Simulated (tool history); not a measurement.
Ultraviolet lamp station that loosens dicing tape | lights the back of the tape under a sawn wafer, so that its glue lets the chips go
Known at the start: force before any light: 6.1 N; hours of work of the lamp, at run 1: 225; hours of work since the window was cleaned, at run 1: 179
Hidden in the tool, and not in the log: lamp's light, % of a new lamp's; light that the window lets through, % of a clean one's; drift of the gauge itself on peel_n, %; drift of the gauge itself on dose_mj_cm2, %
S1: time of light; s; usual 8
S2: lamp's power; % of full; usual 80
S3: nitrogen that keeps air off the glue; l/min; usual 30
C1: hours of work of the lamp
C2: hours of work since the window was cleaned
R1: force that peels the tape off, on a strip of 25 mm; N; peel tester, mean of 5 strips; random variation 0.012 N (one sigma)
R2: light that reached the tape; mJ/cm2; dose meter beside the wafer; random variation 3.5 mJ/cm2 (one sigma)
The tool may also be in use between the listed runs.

{"run": 1, "hour": 0.0, "S1": 8, "S2": 80, "S3": 30, "C1": 225, "C2": 179, "R1": 0.541, "R2": 580}
{"run": 2, "hour": 30.8, "S1": 8, "S2": 80, "S3": 30, "C1": 240, "C2": 195, "R1": 0.526, "R2": 576}
{"run": 3, "hour": 80.2, "S1": 8, "S2": 80, "S3": 30, "C1": 265, "C2": 220, "R1": 0.506, "R2": 567}
{"run": 4, "hour": 137.7, "S1": 9, "S2": 80, "S3": 30, "C1": 295, "C2": 249, "R1": 0.42, "R2": 650}
{"run": 5, "hour": 185.3, "S1": 9, "S2": 80, "S3": 30, "C1": 319, "C2": 273, "R1": 0.417, "R2": 646}
{"run": 6, "hour": 235.7, "S1": 11, "S2": 80, "S3": 30, "C1": 344, "C2": 299, "R1": 0.288, "R2": 778}
{"run": 7, "hour": 280.0, "S1": 15, "S2": 80, "S3": 30, "C1": 367, "C2": 321, "R1": 0.174, "R2": 1061}
{"hour": 327.4, "done": "window cleaned of glue's vapour"}
{"run": 8, "hour": 328.5, "S1": 15, "S2": 80, "S3": 30, "C1": 391, "C2": 1, "R1": 0.185, "R2": 1075}
{"run": 9, "hour": 370.5, "S1": 15, "S2": 80, "S3": 30, "C1": 413, "C2": 22, "R1": 0.182, "R2": 1087}
{"run": 10, "hour": 430.6, "S1": 8, "S2": 60, "S3": 30, "C1": 443, "C2": 53, "R1": 0.9, "R2": 430}
{"run": 11, "hour": 480.3, "S1": 8, "S2": 80, "S3": 30, "C1": 469, "C2": 78, "R1": 0.532, "R2": 581}
{"run": 12, "hour": 543.2, "S1": 8, "S2": 80, "S3": 14, "C1": 501, "C2": 110, "R1": 0.873, "R2": 577}
{"run": 13, "hour": 602.6, "S1": 8, "S2": 80, "S3": 14, "C1": 531, "C2": 140, "R1": 0.921, "R2": 571}
{"run": 14, "hour": 635.3, "S1": 15, "S2": 80, "S3": 21, "C1": 548, "C2": 157, "R1": 0.215, "R2": 1080}
{"run": 15, "hour": 692.5, "S1": 15, "S2": 80, "S3": 21, "C1": 577, "C2": 186, "R1": 0.211, "R2": 1072}
{"run": 16, "hour": 726.1, "S1": 15, "S2": 80, "S3": 21, "C1": 594, "C2": 203, "R1": 0.208, "R2": 1073}
{"run": 17, "hour": 788.6, "S1": 7, "S2": 80, "S3": 26, "C1": 626, "C2": 235, "R1": 0.756, "R2": 499}
{"run": 18, "hour": 837.8, "S1": 5, "S2": 68, "S3": 14, "C1": 651, "C2": 260, "R1": 2.095, "R2": 301}
{"run": 19, "hour": 896.2, "S1": 14, "S2": 77, "S3": 54, "C1": 680, "C2": 290, "R1": 0.169, "R2": 963}
{"run": 20, "hour": 949.9, "S1": 14, "S2": 60, "S3": 27, "C1": 708, "C2": 317, "R1": 0.335, "R2": 758}
{"hour": 1006.8, "done": "window cleaned of glue's vapour"}
{"run": 21, "hour": 1013.5, "S1": 6, "S2": 75, "S3": 17, "C1": 740, "C2": 3, "R1": 1.429, "R2": 407}

Forecast each of these 5 alternatives for the next run:
{"run": "A", "hour": 1061.3, "S1": 10, "S2": 78, "S3": 15, "C1": 764, "C2": 28, "R1": "?", "R2": "?"}
{"run": "B", "hour": 1061.3, "S1": 11, "S2": 80, "S3": 30, "C1": 764, "C2": 28, "R1": "?", "R2": "?"}
{"run": "C", "hour": 1061.3, "S1": 16, "S2": 92, "S3": 17, "C1": 764, "C2": 28, "R1": "?", "R2": "?"}
{"run": "D", "hour": 1061.3, "S1": 7, "S2": 66, "S3": 17, "C1": 764, "C2": 28, "R1": "?", "R2": "?"}
{"run": "E", "hour": 1061.3, "S1": 15, "S2": 60, "S3": 30, "C1": 764, "C2": 28, "R1": "?", "R2": "?"}

run=A R1=0.612 R2=700
run=B R1=0.289 R2=788
run=C R1=0.169 R2=1315
run=D R1=1.386 R2=411
run=E R1=0.279 R2=799
Without the tool's hidden state the same runs would have given:
run=A R1=0.609 R2=701
run=B R1=0.287 R2=790
run=C R1=0.169 R2=1318
run=D R1=1.382 R2=412
run=E R1=0.278 R2=800

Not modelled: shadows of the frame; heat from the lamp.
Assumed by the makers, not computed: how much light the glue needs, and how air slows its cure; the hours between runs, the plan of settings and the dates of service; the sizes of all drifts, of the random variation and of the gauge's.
